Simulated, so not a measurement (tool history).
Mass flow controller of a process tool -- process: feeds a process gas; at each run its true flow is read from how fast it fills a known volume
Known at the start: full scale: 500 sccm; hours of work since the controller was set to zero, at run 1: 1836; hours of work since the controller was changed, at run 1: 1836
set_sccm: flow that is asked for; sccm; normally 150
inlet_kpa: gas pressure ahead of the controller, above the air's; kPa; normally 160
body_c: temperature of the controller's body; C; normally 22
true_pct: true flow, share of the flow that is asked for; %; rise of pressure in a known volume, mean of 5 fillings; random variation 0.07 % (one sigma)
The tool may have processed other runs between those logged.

run	day	set_sccm	inlet_kpa	body_c	hours of work since the controller was set to zero	hours of work since the controller was changed	true_pct
1	0	150	160	22	1836	1836	98.89
2	7.146	150	160	22	1931	1931	98.94
3	20.375	150	160	33	2106	2106	98.05
4	28.796	150	277	22	2218	2218	99.11
5	34.746	150	277	22	2297	2297	99.14
6	45.538	150	277	22	2440	2440	99.28
7	57.679	150	210	22	2600	2600	98.86
8	63.179	150	210	22	2673	2673	98.82
9	68.996	150	215	22	2750	2750	98.85
10	75.892	115	215	22	2842	2842	98.75
11	81.596	115	267	22	2917	2917	98.99
12	94.7	115	267	22	3091	3091	98.89
13	106.129	115	267	22	3242	3242	98.82
14	119.421	115	174	34	3418	3418	97.63
15	127.221	115	196	33	3522	3522	97.65
16	139.608	158	152	38	3686	3686	97.24
17	146.858	71	277	30	3782	3782	98.16
18	154.304	151	277	30	3881	3881	98.41
19	161.546	93	198	22	3976	3976	98.37
20	168.979	268	154	29	4075	4075	98.24
21	176.625	268	154	29	4176	4176	98.36
22	187.508	268	154	29	4320	4320	98.3
23	196.283	143	145	29	4437	4437	97.71
24	206.367	143	145	33	4570	4570	97.49
25	216.296	116	195	34	4702	4702	97.45

Pick out some run-to-run changes in true_pct. Of each, how much would a tool without hidden state show as well, from the settings, what came in and chance, and how much is left for the hidden state and any gauge scatter not in both results compared?
The hidden state here: flow at rest that the sensor doesn't see, % of full scale; true flow over the shown one, %; drift of the gauge itself on true_pct, %.
Run 3 -> 4: inlet_kpa 160 -> 277, body_c 33 -> 22. true_pct +1.06 %: hidden state -0.03, all else +1.09.
Run 5 -> 6: no setting changed, nothing entered. true_pct +0.14 %: hidden state -0.04, all else +0.18.
Run 11 -> 12: no setting changed, nothing entered. true_pct -0.1 %: hidden state -0.04, all else -0.06.
Run 13 -> 14: inlet_kpa 267 -> 174, body_c 22 -> 34. true_pct -1.19 %: hidden state -0.03, all else -1.16.
